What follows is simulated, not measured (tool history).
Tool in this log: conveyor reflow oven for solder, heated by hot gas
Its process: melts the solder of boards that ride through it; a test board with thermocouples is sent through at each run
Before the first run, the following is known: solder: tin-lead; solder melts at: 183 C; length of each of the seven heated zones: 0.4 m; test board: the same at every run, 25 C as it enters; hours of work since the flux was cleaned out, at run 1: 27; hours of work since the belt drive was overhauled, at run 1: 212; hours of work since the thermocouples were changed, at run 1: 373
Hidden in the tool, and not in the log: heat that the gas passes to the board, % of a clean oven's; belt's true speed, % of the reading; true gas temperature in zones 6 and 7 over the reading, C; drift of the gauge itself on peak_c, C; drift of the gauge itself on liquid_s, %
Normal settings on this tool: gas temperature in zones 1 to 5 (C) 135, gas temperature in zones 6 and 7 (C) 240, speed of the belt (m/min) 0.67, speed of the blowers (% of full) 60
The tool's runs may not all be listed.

| run | hour | gas temperature in zones 1 to 5 (C) | gas temperature in zones 6 and 7 (C) | speed of the belt (m/min) | speed of the blowers (% of full) | hours of work since the flux was cleaned out | hours of work since the belt drive was overhauled | hours of work since the thermocouples were changed | highest temperature of the board (C) | time above the solder's melting point (s) |
|---|---|---|---|---|---|---|---|---|---|---|
| 1 | 0.0 | 135 | 240 | 0.67 | 60 | 27 | 212 | 373 | 222.4 | 56.54 |
| 2 | 6.7 | 135 | 240 | 0.67 | 60 | 31 | 216 | 377 | 222.7 | 56.76 |
| 3 | 15.7 | 135 | 240 | 0.67 | 60 | 37 | 222 | 383 | 222.4 | 56.83 |
| 4 | 25.1 | 135 | 240 | 0.67 | 69 | 43 | 227 | 389 | 223.9 | 57.72 |
| 5 | 31.5 | 135 | 240 | 0.67 | 60 | 47 | 232 | 393 | 222.1 | 56.57 |
| 6 | 40.9 | 135 | 240 | 0.67 | 60 | 53 | 237 | 398 | 222.3 | 56.72 |
| 7 | 47.7 | 135 | 240 | 0.67 | 60 | 57 | 242 | 403 | 222.4 | 56.60 |
| 8 | 55.0 | 135 | 240 | 0.67 | 60 | 62 | 246 | 407 | 222.2 | 56.49 |
|  | 60.2 | belt drive overhauled, speed set with a stopwatch |
| 9 | 69.4 | 141 | 240 | 0.67 | 60 | 68 | 6 | 414 | 223.1 | 59.15 |
| 10 | 78.2 | 132 | 240 | 0.67 | 53 | 74 | 11 | 419 | 220.3 | 54.23 |

What does the tool deliver on the next run?
| 11 | 87.6 | 135 | 251 | 0.67 | 60 | 79 | 17 | 425 | ? | ? |

{"run 11": {"highest temperature of the board (C)": 231.9, "time above the solder's melting point (s)": 62.24}}
With the hidden condition absent and the run-to-run variation left alone, this run would have shown highest temperature of the board (C) 233.7, time above the solder's melting point (s) 62.80.

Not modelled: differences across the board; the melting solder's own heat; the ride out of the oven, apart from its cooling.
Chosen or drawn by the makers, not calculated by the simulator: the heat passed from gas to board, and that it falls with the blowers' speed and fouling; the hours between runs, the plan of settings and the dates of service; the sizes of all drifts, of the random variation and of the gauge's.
